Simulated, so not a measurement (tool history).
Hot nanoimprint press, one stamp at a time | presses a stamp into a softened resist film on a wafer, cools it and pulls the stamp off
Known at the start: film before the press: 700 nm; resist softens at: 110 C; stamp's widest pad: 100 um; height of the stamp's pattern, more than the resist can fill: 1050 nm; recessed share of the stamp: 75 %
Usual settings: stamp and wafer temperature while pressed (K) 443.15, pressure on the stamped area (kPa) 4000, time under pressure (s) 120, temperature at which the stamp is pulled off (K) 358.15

| run | hour | stamp and wafer temperature while pressed (K) | pressure on the stamped area (kPa) | time under pressure (s) | temperature at which the stamp is pulled off (K) | resist left under the stamp's widest pad (nm) | greatest force while the stamp is pulled off (N) |
|---|---|---|---|---|---|---|---|
| 1 | 0.0 | 443.15 | 4000 | 120 | 358.15 | 245.6 | 195 |
| 2 | 17.2 | 443.15 | 4000 | 120 | 358.15 | 244.7 | 196 |
| 3 | 31.0 | 443.15 | 4000 | 120 | 358.15 | 244.9 | 195 |
| 4 | 45.0 | 443.15 | 4000 | 120 | 358.15 | 243.2 | 198 |
| 5 | 55.9 | 443.15 | 6070 | 120 | 358.15 | 198.7 | 202 |
| 6 | 71.8 | 443.15 | 6070 | 120 | 358.15 | 199.9 | 211 |
| 7 | 83.4 | 443.15 | 6070 | 206 | 358.15 | 158.3 | 203 |
| 8 | 93.4 | 443.15 | 6070 | 206 | 358.15 | 155.9 | 210 |
|  | 113.9 | stamp cleaned and given a new release coat |
| 9 | 113.9 | 443.15 | 6070 | 206 | 358.15 | 156.2 | 175 |
| 10 | 130.8 | 443.15 | 4000 | 120 | 358.15 | 241.8 | 170 |
| 11 | 138.9 | 443.15 | 4000 | 120 | 358.15 | 241.6 | 176 |
| 12 | 154.1 | 443.15 | 4000 | 120 | 358.15 | 241.2 | 173 |
| 13 | 162.3 | 443.15 | 4000 | 120 | 358.15 | 240.7 | 175 |
| 14 | 170.9 | 443.15 | 4000 | 120 | 358.15 | 242.1 | 176 |
| 15 | 180.6 | 443.15 | 4000 | 120 | 358.15 | 239.4 | 179 |
| 16 | 189.2 | 443.15 | 4000 | 82 | 343.15 | 283.6 | 219 |
| 17 | 205.7 | 443.15 | 4000 | 82 | 349.15 | 281.5 | 205 |
| 18 | 215.7 | 450.15 | 4270 | 158 | 344.15 | 147.8 | 216 |
| 19 | 228.5 | 450.15 | 4270 | 158 | 344.15 | 147.3 | 218 |
| 20 | 237.6 | 434.15 | 4000 | 125 | 357.15 | 359.3 | 190 |
| 21 | 255.0 | 434.15 | 4740 | 125 | 365.15 | 333.8 | 175 |
| 22 | 273.2 | 434.15 | 4740 | 125 | 365.15 | 336.2 | 179 |
| 23 | 281.2 | 452.15 | 4000 | 172 | 358.15 | 133.5 | 197 |
| 24 | 299.5 | 431.15 | 2570 | 74 | 358.15 | 530.7 | 194 |
| 25 | 310.3 | 448.15 | 2570 | 207 | 358.15 | 182.4 | 199 |
| 26 | 323.9 | 442.15 | 3720 | 120 | 358.15 | 256.6 | 201 |
| 27 | 335.8 | 449.15 | 2430 | 68 | 358.15 | 288.9 | 194 |
| 28 | 350.6 | 439.15 | 5260 | 68 | 358.15 | 314.9 | 201 |
| 29 | 370.1 | 435.15 | 4000 | 140 | 358.15 | 323.8 | 209 |
| 30 | 378.3 | 436.15 | 3290 | 113 | 358.15 | 362.4 | 201 |

Measured less the same run without the tool's hidden state. The same run-to-run variation is in both; the gauge's scatter may not be:
The hidden state here: true temperature over the reading, C; pressure that arrives at the usual setting, %; grip of the stamp's worn release coat, % over a new coat's; drift of the gauge itself on residual_nm, %; drift of the gauge itself on pull_off_n, %.
| run | resist left under the stamp's widest pad (nm) | greatest force while the stamp is pulled off (N) |
|---|---|---|
| 1 | -5.2 | +22 |
| 2 | -5.8 | +24 |
| 3 | -6.1 | +26 |
| 4 | -6.5 | +27 |
| 5 | -5.5 | +29 |
| 6 | -5.9 | +32 |
| 7 | -5.1 | +32 |
| 8 | -5.2 | +34 |
| 9 | -5.4 | -2 |
| 10 | -8.5 | +0 |
| 11 | -8.7 | +1 |
| 12 | -9.2 | +3 |
| 13 | -9.4 | +4 |
| 14 | -9.7 | +6 |
| 15 | -9.7 | +6 |
| 16 | -11.2 | +10 |
| 17 | -11.6 | +12 |
| 18 | -6.3 | +13 |
| 19 | -6.4 | +15 |
| 20 | -16.4 | +14 |
| 21 | -16.4 | +14 |
| 22 | -17.1 | +17 |
| 23 | -6.4 | +19 |
| 24 | -16.7 | +21 |
| 25 | -10.0 | +23 |
| 26 | -14.5 | +25 |
| 27 | -14.5 | +26 |
| 28 | -17.4 | +28 |
| 29 | -20.1 | +31 |
| 30 | -21.1 | +31 |
